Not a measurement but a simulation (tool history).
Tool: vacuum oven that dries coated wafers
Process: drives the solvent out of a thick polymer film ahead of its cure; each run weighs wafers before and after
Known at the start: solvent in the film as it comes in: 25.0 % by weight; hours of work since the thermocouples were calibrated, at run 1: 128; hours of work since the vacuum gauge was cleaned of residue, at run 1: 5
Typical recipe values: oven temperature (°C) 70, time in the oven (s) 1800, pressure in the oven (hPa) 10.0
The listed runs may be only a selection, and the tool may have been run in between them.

run   hour  oven temperature (°C)  time in the oven (s)  pressure in the oven (hPa)  hours of work since the thermocouples were calibrated  hours of work since the vacuum gauge was cleaned of residue  solvent left in the film (%)
  1    0.0                     70                  1800                        10.0                                                    128                                                            5                          5.79
  2    5.7                     70                  1800                        10.0                                                    132                                                            9                          5.82
  3   13.4                     70                  1800                        10.0                                                    138                                                           14                          5.77
  4   20.1                     70                  1800                        10.0                                                    142                                                           19                          5.81
  5   32.4                     70                  1800                        10.0                                                    151                                                           27                          5.72
  6   42.6                     70                  1800                         7.3                                                    158                                                           34                          5.80
  7   48.2                     70                  1800                        10.0                                                    162                                                           38                          5.86
  8   55.8                     70                  1800                        22.3                                                    167                                                           44                          6.46
  9   64.9                     70                  1800                        22.3                                                    173                                                           50                          6.41
 10   75.4                     70                  1800                        22.3                                                    181                                                           57                          6.46
 11   86.6                     70                  1800                        22.3                                                    189                                                           65                          6.54
 12   91.8                     70                  1800                        22.3                                                    192                                                           69                          6.50
 13  104.5                     70                  1800                        10.0                                                    201                                                           78                          5.89
 14  113.7                     70                  1800                        10.0                                                    208                                                           84                          5.74
 15  122.0                     70                  1800                        10.0                                                    213                                                           90                          5.91
 16  132.4                     70                  1800                        10.0                                                    220                                                           97                          5.88
 17  145.2                     70                  1440                        10.0                                                    229                                                          106                          7.35
 18  152.3                     70                  1800                        10.0                                                    234                                                          111                          5.83
 19  160.3                     69                  1680                        17.9                                                    240                                                          116                          7.18
 20  167.6                     75                  1800                        10.0                                                    245                                                          121                          3.66
 21  180.4                     75                  1800                         6.3                                                    254                                                          130                          3.42
 22  186.8                     65                  1680                        17.0                                                    258                                                          135                          9.47
 23  195.0                     65                  1680                        17.0                                                    264                                                          141                          9.27
 24  202.5                     65                  1680                        17.0                                                    269                                                          146                          9.40

Expected results for the next run?
 25  208.3                     70                  1140                         9.0                                                    273                                                          150                             ?

{"run 25": {"solvent left in the film (%)": 9.19}}
On a tool with no hidden condition, and with the same random variation, this run would have come out at solvent left in the film (%) 8.92.

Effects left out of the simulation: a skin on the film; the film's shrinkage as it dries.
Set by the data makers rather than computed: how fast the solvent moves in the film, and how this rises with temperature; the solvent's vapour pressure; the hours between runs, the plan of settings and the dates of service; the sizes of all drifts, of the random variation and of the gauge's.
